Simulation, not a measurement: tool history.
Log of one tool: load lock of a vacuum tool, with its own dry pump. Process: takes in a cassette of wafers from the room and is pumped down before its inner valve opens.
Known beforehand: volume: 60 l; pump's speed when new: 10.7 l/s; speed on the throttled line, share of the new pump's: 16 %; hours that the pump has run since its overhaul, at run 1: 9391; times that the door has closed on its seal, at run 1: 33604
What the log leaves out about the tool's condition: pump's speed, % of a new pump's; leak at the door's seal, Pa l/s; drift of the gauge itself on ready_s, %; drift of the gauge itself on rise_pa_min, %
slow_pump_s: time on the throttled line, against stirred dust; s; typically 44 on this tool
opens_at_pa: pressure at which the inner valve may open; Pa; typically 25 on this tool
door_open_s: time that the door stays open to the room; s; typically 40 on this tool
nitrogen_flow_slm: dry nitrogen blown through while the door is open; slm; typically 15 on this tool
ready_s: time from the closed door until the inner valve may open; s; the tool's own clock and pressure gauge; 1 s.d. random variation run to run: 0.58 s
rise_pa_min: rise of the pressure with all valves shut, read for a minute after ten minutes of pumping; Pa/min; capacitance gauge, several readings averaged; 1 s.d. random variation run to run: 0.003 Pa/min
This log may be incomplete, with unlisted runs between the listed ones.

run	hour	slow_pump_s	opens_at_pa	door_open_s	nitrogen_flow_slm	hours that the pump has run since its overhaul	times that the door has closed on its seal	incoming humidity of the room's air, %	ready_s	rise_pa_min
1	0.0	44	25	40	15	9391	33604	45.6	98.7	0.129
2	300.9	44	25	40	10	9692	34232	42.3	98.1	0.136
3	814.4	44	25	40	10	10206	35303	45.8	99.8	0.140
# hour 1122.3: dry pump taken out, an overhauled one fitted
4	1215.4	44	25	103	15	93	36128	47.6	83.9	0.154
5	1679.2	44	25	103	15	557	37095	45.0	83.8	0.157
6	1950.0	44	25	103	15	828	37660	44.7	85.1	0.155
7	2288.1	44	25	103	15	1166	38365	46.1	84.9	0.168
8	2560.6	44	25	30	15	1438	38934	44.4	84.4	0.156
9	2992.3	44	25	30	15	1870	39835	49.3	85.7	0.160
10	3477.3	44	25	30	15	2355	40846	43.3	86.2	0.165
11	4025.8	44	25	30	15	2904	41991	42.6	87.3	0.171
12	4324.9	44	25	30	15	3203	42615	46.5	87.9	0.176
13	4566.2	27	25	70	13	3444	43118	40.9	72.7	0.190
14	5008.2	44	40	40	15	3886	44040	45.9	84.8	0.181
15	5532.3	41	25	119	5	4410	45133	43.2	86.4	0.219
16	5931.2	58	25	41	33	4809	45966	45.4	100.7	0.195
17	6253.9	58	25	41	33	5132	46639	46.3	100.2	0.201
18	6524.4	58	25	49	11	5402	47203	44.9	100.7	0.217
19	6947.0	25	48	40	15	5825	48085	44.5	70.3	0.216
20	7393.1	71	25	108	17	6271	49016	47.5	112.4	0.229
21	7882.5	71	38	239	23	6760	50037	45.0	110.9	0.243
22	8267.7	32	27	239	5	7145	50840	42.6	82.3	0.277
23	8761.2	32	27	239	5	7639	51870	43.2	83.2	0.291
24	9066.3	24	36	42	32	7944	52506	45.5	75.1	0.249

What if the next run were any one of these 5? Each begins from the tool's condition after run 24:
A	9452.8	43	41	210	15	8331	53313	48.5	?	?
B	9452.8	44	44	188	17	8331	53313	44.8	?	?
C	9452.8	32	50	173	15	8331	53313	47.1	?	?
D	9452.8	44	25	105	15	8331	53313	42.1	?	?
E	9452.8	24	36	42	19	8331	53313	45.0	?	?

run	ready_s	rise_pa_min
A	90.8	0.277
B	89.8	0.266
C	80.0	0.276
D	94.2	0.262
E	75.9	0.255
The same runs, with their run-to-run variation unchanged, on a tool lacking any hidden condition would have given:
run	ready_s	rise_pa_min
A	80.6	0.039
B	79.9	0.030
C	69.8	0.040
D	83.4	0.024
E	64.7	0.014
